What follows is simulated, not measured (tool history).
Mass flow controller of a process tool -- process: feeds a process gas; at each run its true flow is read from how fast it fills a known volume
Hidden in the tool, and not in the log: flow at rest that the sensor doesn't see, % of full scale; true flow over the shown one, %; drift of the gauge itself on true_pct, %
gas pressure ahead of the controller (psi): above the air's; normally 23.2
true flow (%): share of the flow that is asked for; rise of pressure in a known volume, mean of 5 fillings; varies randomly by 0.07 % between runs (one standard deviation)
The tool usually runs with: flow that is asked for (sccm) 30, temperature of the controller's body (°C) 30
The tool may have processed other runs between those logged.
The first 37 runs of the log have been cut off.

run	hour	flow that is asked for (sccm)	gas pressure ahead of the controller (psi)	temperature of the controller's body (°C)	hours of work since the controller was set to zero	hours of work since the controller was changed	true flow (%)
38	10889.1	46	23.2	23	701	9690	98.92
39	11115.1	47	25.7	39	782	9771	100.38
40	11304.6	47	29.3	24	851	9840	98.7
41	11533.7	95	31.3	40	933	9922	101.13
42	11773.7	30	35	30	1019	10008	98.62
43	12028.7	30	22.5	30	1111	10100	99.07
44	12377.6	30	22.5	30	1236	10225	99.17
45	12725.1	38	23.8	32	1361	10350	99.24
46	13022.6	38	23.8	32	1468	10457	99.18
47	13320.5	38	23.8	32	1575	10564	99.08
48	13590.8	74	22.3	38	1672	10661	100.35

Predict each of these 3 candidate next runs independently; none follows another, all start after run 48:
A	13963.9	74	33.8	25	1806	10795	?
B	13963.9	74	38	38	1806	10795	?
C	13963.9	30	38.1	30	1806	10795	?

run	true flow (%)
A	98.56
B	99.69
C	98.06
The same runs, with their run-to-run variation unchanged, on a tool lacking any hidden condition would have given:
run	true flow (%)
A	99.24
B	100.38
C	98.74
